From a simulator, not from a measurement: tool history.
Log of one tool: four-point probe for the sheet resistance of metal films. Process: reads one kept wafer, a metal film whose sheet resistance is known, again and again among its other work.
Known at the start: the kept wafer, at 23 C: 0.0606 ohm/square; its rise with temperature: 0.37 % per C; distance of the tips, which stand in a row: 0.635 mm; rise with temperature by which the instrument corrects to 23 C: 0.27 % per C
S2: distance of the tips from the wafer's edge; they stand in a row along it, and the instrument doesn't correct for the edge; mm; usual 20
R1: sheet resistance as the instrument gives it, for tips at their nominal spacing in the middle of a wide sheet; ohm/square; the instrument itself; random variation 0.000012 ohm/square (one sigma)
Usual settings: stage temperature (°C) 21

run 1 hour=0 | stage_temperature_(°C)=21 S2=20 | R1=0.060547
run 2 hour=27.5 | stage_temperature_(°C)=21 S2=20 | R1=0.060569
run 3 hour=49.2 | stage_temperature_(°C)=21 S2=20 | R1=0.060576
run 4 hour=99.2 | stage_temperature_(°C)=21 S2=20 | R1=0.060632
run 5 hour=145.5 | stage_temperature_(°C)=21 S2=20 | R1=0.060593
run 6 hour=181.2 | stage_temperature_(°C)=21 S2=20 | R1=0.060618
run 7 hour=234.3 | stage_temperature_(°C)=21 S2=20 | R1=0.060649
run 8 hour=284.5 | stage_temperature_(°C)=21 S2=20 | R1=0.060631
run 9 hour=314.3 | stage_temperature_(°C)=21 S2=20 | R1=0.06064
run 10 hour=355.8 | stage_temperature_(°C)=21 S2=20 | R1=0.060625
run 11 hour=395.5 | stage_temperature_(°C)=21 S2=20 | R1=0.06068
run 12 hour=448.6 | stage_temperature_(°C)=21 S2=20 | R1=0.060688
run 13 hour=470.8 | stage_temperature_(°C)=21 S2=6 | R1=0.061012
run 14 hour=511 | stage_temperature_(°C)=21 S2=6 | R1=0.061033
run 15 hour=536 | stage_temperature_(°C)=27 S2=18 | R1=0.061086
run 16 hour=571.7 | stage_temperature_(°C)=27 S2=18 | R1=0.061063
run 17 hour=624.9 | stage_temperature_(°C)=27 S2=18 | R1=0.061102
run 18 hour=660.6 | stage_temperature_(°C)=34 S2=29 | R1=0.061485
run 19 hour=711.1 | stage_temperature_(°C)=34 S2=29 | R1=0.061509
run 20 hour=732.7 | stage_temperature_(°C)=34 S2=29 | R1=0.061512
run 21 hour=769.6 | stage_temperature_(°C)=34 S2=29 | R1=0.061506
run 22 hour=819.1 | stage_temperature_(°C)=34 S2=29 | R1=0.061539
run 23 hour=863.5 | stage_temperature_(°C)=34 S2=20 | R1=0.061559
run 24 hour=899.7 | stage_temperature_(°C)=23 S2=35 | R1=0.060895
run 25 hour=943.6 | stage_temperature_(°C)=21 S2=16 | R1=0.060824
run 26 hour=991.1 | stage_temperature_(°C)=27 S2=5 | R1=0.061695

5 ways to go on from here, each from the tool as it stands after run 26. What would each give?
run A hour=1020.4 | stage_temperature_(°C)=21 S2=4 | R1=?
run B hour=1020.4 | stage_temperature_(°C)=21 S2=14 | R1=?
run C hour=1020.4 | stage_temperature_(°C)=28 S2=13 | R1=?
run D hour=1020.4 | stage_temperature_(°C)=27 S2=4 | R1=?
run E hour=1020.4 | stage_temperature_(°C)=19 S2=9 | R1=?

run=A R1=0.061633
run=B R1=0.060853
run=C R1=0.061311
run=D R1=0.06201
run=E R1=0.06083
Without the tool's hidden state the same runs would have given:
run=A R1=0.061312
run=B R1=0.060536
run=C R1=0.060993
run=D R1=0.061689
run=E R1=0.060513
